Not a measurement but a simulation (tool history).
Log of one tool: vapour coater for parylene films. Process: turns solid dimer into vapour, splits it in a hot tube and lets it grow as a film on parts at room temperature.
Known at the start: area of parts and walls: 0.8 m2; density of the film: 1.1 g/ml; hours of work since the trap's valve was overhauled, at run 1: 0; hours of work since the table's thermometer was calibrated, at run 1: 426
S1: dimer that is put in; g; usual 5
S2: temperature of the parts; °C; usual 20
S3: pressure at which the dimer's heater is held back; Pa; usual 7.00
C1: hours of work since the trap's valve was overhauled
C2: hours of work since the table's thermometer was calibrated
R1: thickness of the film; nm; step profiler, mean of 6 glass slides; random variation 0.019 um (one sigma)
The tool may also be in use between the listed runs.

{"run": 1, "day": 0.0, "S1": 5, "S2": 20, "S3": 7.0, "C1": 0, "C2": 426, "R1": 2450}
{"run": 2, "day": 2.008, "S1": 5, "S2": 20, "S3": 7.0, "C1": 39, "C2": 465, "R1": 2430}
{"run": 3, "day": 4.129, "S1": 5, "S2": 20, "S3": 7.0, "C1": 80, "C2": 506, "R1": 2440}
{"run": 4, "day": 5.817, "S1": 4, "S2": 20, "S3": 7.0, "C1": 112, "C2": 539, "R1": 1940}
{"run": 5, "day": 8.421, "S1": 4, "S2": 20, "S3": 7.0, "C1": 163, "C2": 589, "R1": 1910}
{"run": 6, "day": 9.817, "S1": 4, "S2": 20, "S3": 7.0, "C1": 189, "C2": 616, "R1": 1910}
{"run": 7, "day": 11.383, "S1": 4, "S2": 20, "S3": 7.0, "C1": 220, "C2": 646, "R1": 1910}
{"run": 8, "day": 14.171, "S1": 5, "S2": 20, "S3": 7.0, "C1": 273, "C2": 700, "R1": 2340}
{"run": 9, "day": 16.508, "S1": 5, "S2": 20, "S3": 7.0, "C1": 319, "C2": 745, "R1": 2350}
{"day": 19.971, "done": "trap's valve overhauled"}
{"run": 10, "day": 19.971, "S1": 5, "S2": 20, "S3": 7.0, "C1": 0, "C2": 808, "R1": 2240}
{"run": 11, "day": 22.346, "S1": 5, "S2": 20, "S3": 7.0, "C1": 46, "C2": 854, "R1": 2220}
{"run": 12, "day": 24.079, "S1": 5, "S2": 20, "S3": 7.0, "C1": 79, "C2": 888, "R1": 2200}
{"run": 13, "day": 26.267, "S1": 5, "S2": 20, "S3": 7.0, "C1": 121, "C2": 930, "R1": 2180}
{"run": 14, "day": 28.158, "S1": 5, "S2": 20, "S3": 7.0, "C1": 158, "C2": 966, "R1": 2210}
{"run": 15, "day": 30.812, "S1": 5, "S2": 20, "S3": 7.0, "C1": 209, "C2": 1018, "R1": 2190}
{"run": 16, "day": 34.104, "S1": 2, "S2": 20, "S3": 7.0, "C1": 273, "C2": 1081, "R1": 850}
{"run": 17, "day": 36.979, "S1": 5, "S2": 20, "S3": 7.0, "C1": 328, "C2": 1137, "R1": 2120}
{"day": 39.208, "done": "trap's valve overhauled, once more"}
{"run": 18, "day": 39.546, "S1": 5, "S2": 20, "S3": 7.0, "C1": 6, "C2": 1183, "R1": 2370}
{"run": 19, "day": 41.9, "S1": 5, "S2": 20, "S3": 7.0, "C1": 52, "C2": 1228, "R1": 2350}
{"run": 20, "day": 44.879, "S1": 4, "S2": 20, "S3": 7.0, "C1": 109, "C2": 1286, "R1": 1880}
{"run": 21, "day": 48.208, "S1": 5, "S2": 20, "S3": 7.0, "C1": 174, "C2": 1350, "R1": 2370}
{"run": 22, "day": 50.375, "S1": 5, "S2": 20, "S3": 7.0, "C1": 215, "C2": 1392, "R1": 2340}
{"run": 23, "day": 52.221, "S1": 8, "S2": 20, "S3": 7.0, "C1": 251, "C2": 1428, "R1": 3710}
{"day": 53.575, "done": "table's thermometer calibrated"}
{"run": 24, "day": 54.479, "S1": 8, "S2": 20, "S3": 7.0, "C1": 294, "C2": 17, "R1": 3840}
{"run": 25, "day": 56.171, "S1": 8, "S2": 22, "S3": 2.65, "C1": 327, "C2": 50, "R1": 4500}
{"run": 26, "day": 57.767, "S1": 8, "S2": 22, "S3": 2.65, "C1": 357, "C2": 81, "R1": 4470}
{"day": 59.208, "done": "trap's valve overhauled"}
{"run": 27, "day": 61.188, "S1": 8, "S2": 22, "S3": 2.65, "C1": 38, "C2": 144, "R1": 4630}
{"run": 28, "day": 64.538, "S1": 8, "S2": 22, "S3": 2.65, "C1": 103, "C2": 208, "R1": 4610}
{"run": 29, "day": 67.438, "S1": 2, "S2": 22, "S3": 2.65, "C1": 159, "C2": 264, "R1": 1140}
{"run": 30, "day": 69.688, "S1": 4, "S2": 17, "S3": 7.0, "C1": 202, "C2": 308, "R1": 2110}
{"run": 31, "day": 71.267, "S1": 3, "S2": 20, "S3": 7.0, "C1": 233, "C2": 338, "R1": 1410}
{"run": 32, "day": 73.696, "S1": 3, "S2": 22, "S3": 7.0, "C1": 280, "C2": 385, "R1": 1320}
{"run": 33, "day": 76.904, "S1": 3, "S2": 22, "S3": 7.0, "C1": 342, "C2": 447, "R1": 1330}
{"day": 79.288, "done": "trap's valve overhauled"}
{"run": 34, "day": 79.288, "S1": 3, "S2": 16, "S3": 7.0, "C1": 0, "C2": 490, "R1": 1690}
{"run": 35, "day": 82.221, "S1": 5, "S2": 28, "S3": 7.0, "C1": 57, "C2": 546, "R1": 1860}
{"run": 36, "day": 85.325, "S1": 8, "S2": 20, "S3": 7.0, "C1": 117, "C2": 606, "R1": 3860}
{"run": 37, "day": 87.329, "S1": 8, "S2": 20, "S3": 7.0, "C1": 155, "C2": 645, "R1": 3780}
{"run": 38, "day": 90.412, "S1": 8, "S2": 20, "S3": 7.0, "C1": 215, "C2": 705, "R1": 3810}
{"run": 39, "day": 91.929, "S1": 6, "S2": 27, "S3": 5.32, "C1": 244, "C2": 734, "R1": 2390}
{"run": 40, "day": 95.242, "S1": 2, "S2": 20, "S3": 6.73, "C1": 308, "C2": 798, "R1": 930}
{"run": 41, "day": 98.225, "S1": 6, "S2": 17, "S3": 11.2, "C1": 365, "C2": 855, "R1": 2760}
{"day": 99.379, "done": "trap's valve overhauled"}
{"run": 42, "day": 99.792, "S1": 8, "S2": 16, "S3": 7.0, "C1": 8, "C2": 882, "R1": 4460}
{"run": 43, "day": 102.358, "S1": 8, "S2": 16, "S3": 9.22, "C1": 57, "C2": 932, "R1": 4170}
{"run": 44, "day": 104.038, "S1": 5, "S2": 26, "S3": 9.23, "C1": 90, "C2": 964, "R1": 1820}
{"run": 45, "day": 105.483, "S1": 5, "S2": 16, "S3": 4.1, "C1": 118, "C2": 992, "R1": 3140}
{"run": 46, "day": 107.704, "S1": 5, "S2": 20, "S3": 11.17, "C1": 161, "C2": 1035, "R1": 2140}
{"run": 47, "day": 109.392, "S1": 5, "S2": 20, "S3": 11.17, "C1": 193, "C2": 1068, "R1": 2110}

Hidden state or all else? Some run-to-run changes of R1, split into what the settings, what came in and random variation would give without the hidden state, and what is left for the hidden state (with any gauge scatter that isn't in both results):
The hidden state here: vapour lost through the trap's worn valve, %; true temperature of the parts over the reading, C; drift of the gauge itself on film_um, %.
Run 15 -> 16: S1 5 -> 2. R1 -1340 nm: hidden state +190, all else -1530.
Run 16 -> 17: S1 2 -> 5. R1 +1270 nm: hidden state -230, all else +1500.
Run 17 -> 18: trap's valve overhauled, once more. R1 +250 nm: hidden state +260, all else -10.
Run 28 -> 29: S1 8 -> 2. R1 -3470 nm: hidden state +70, all else -3540.
Run 35 -> 36: S1 5 -> 8, S2 28 -> 20. R1 +2000 nm: hidden state -70, all else +2070.
Run 43 -> 44: S1 8 -> 5, S2 16 -> 26, S3 9.22 -> 9.23. R1 -2350 nm: hidden state +70, all else -2420.

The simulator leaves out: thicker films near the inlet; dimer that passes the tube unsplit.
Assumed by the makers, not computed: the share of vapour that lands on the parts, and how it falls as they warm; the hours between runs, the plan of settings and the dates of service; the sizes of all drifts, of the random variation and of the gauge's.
